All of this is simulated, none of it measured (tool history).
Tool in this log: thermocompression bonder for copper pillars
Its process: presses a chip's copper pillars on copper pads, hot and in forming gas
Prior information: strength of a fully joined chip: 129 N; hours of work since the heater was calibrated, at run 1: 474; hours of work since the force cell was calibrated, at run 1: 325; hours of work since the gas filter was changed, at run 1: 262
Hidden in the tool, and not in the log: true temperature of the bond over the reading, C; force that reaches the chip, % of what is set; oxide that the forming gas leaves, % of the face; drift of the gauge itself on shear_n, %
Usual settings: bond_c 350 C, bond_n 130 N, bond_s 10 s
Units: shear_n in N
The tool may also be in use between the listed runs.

run   hour  bond_c  bond_n  bond_s  hours of work since the heater was calibrated  hours of work since the force cell was calibrated  hours of work since the gas filter was changed  shear_n
  1    0.0     350     130      10                                            474                                                325                                             262     55.5
  2   21.7     325     130      10                                            485                                                335                                             273     44.1
  3   35.3     350     130      10                                            491                                                342                                             279     55.7
  4   57.7     350     130      10                                            502                                                352                                             290     55.7
  5   73.0     350     130      10                                            509                                                360                                             297     55.6
  6   92.1     350     130      10                                            519                                                369                                             307     55.5
  7  107.0     368     130      10                                            526                                                376                                             314     64.6
  8  116.5     343     130      10                                            530                                                381                                             318     52.4
  9  131.6     343     163      10                                            538                                                388                                             326     60.3
 10  153.4     343      93       6                                            548                                                398                                             336     34.3
 11  176.0     339     129      15                                            559                                                409                                             347     58.3
 12  189.8     339     129      15                                            565                                                416                                             353     58.0
 13  212.6     324     130      10                                            576                                                427                                             364     43.1
     216.7  -- heater calibrated with a thermocouple chip
 14  229.9     324     131      13                                              6                                                434                                             372     50.3
 15  247.0     371      82      13                                             14                                                442                                             380     58.2
 16  259.0     371      82      30                                             20                                                448                                             386     76.8
 17  269.5     354     106       9                                             25                                                453                                             391     51.1
     280.3  -- heater calibrated with a thermocouple chip, once more
 18  287.7     354     106       9                                              4                                                461                                             398     46.5

3 ways to go on from here, each from the tool as it stands after run 18. What would each give?
  A  304.9     354     106      17                                             12                                                469                                             407        ?
  B  304.9     368     154      25                                             12                                                469                                             407        ?
  C  304.9     348     115       7                                             12                                                469                                             407        ?

run  shear_n
  A     58.5
  B     88.3
  C     41.7
Without the tool's unlogged condition, the same runs would have read:
run  shear_n
  A     61.5
  B     92.6
  C     43.8
